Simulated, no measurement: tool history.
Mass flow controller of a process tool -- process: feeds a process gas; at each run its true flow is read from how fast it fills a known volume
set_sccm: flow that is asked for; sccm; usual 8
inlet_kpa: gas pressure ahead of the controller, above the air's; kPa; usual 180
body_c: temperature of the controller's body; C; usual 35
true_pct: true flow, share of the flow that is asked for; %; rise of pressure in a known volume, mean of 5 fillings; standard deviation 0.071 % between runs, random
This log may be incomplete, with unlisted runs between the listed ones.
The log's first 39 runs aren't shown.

| run | hour | set_sccm | inlet_kpa | body_c | true_pct |
|---|---|---|---|---|---|
| 40 | 5613.4 | 8 | 165 | 37 | 100.18 |
| 41 | 5792.4 | 8 | 165 | 37 | 100.24 |
| 42 | 5961.2 | 8 | 165 | 37 | 100.22 |
| 43 | 6133.6 | 9 | 165 | 25 | 99.62 |
| 44 | 6318.6 | 8 | 147 | 29 | 99.78 |
| 45 | 6472.2 | 3 | 243 | 38 | 100.67 |
| 46 | 6562.0 | 3 | 243 | 38 | 100.50 |
| 47 | 6656.0 | 3 | 243 | 38 | 100.54 |
| 48 | 6787.4 | 3 | 243 | 38 | 100.56 |

Predict each of these 3 candidate next runs independently; none follows another, all start after run 48:
| A | 6974.3 | 8 | 214 | 21 | ? |
| B | 6974.3 | 4 | 153 | 29 | ? |
| C | 6974.3 | 7 | 180 | 31 | ? |

| run | true_pct |
|---|---|
| A | 99.54 |
| B | 99.66 |
| C | 99.92 |
Stripped of hidden state, with their random variation kept, the same runs would have yielded:
| run | true_pct |
|---|---|
| A | 99.55 |
| B | 99.68 |
| C | 99.93 |
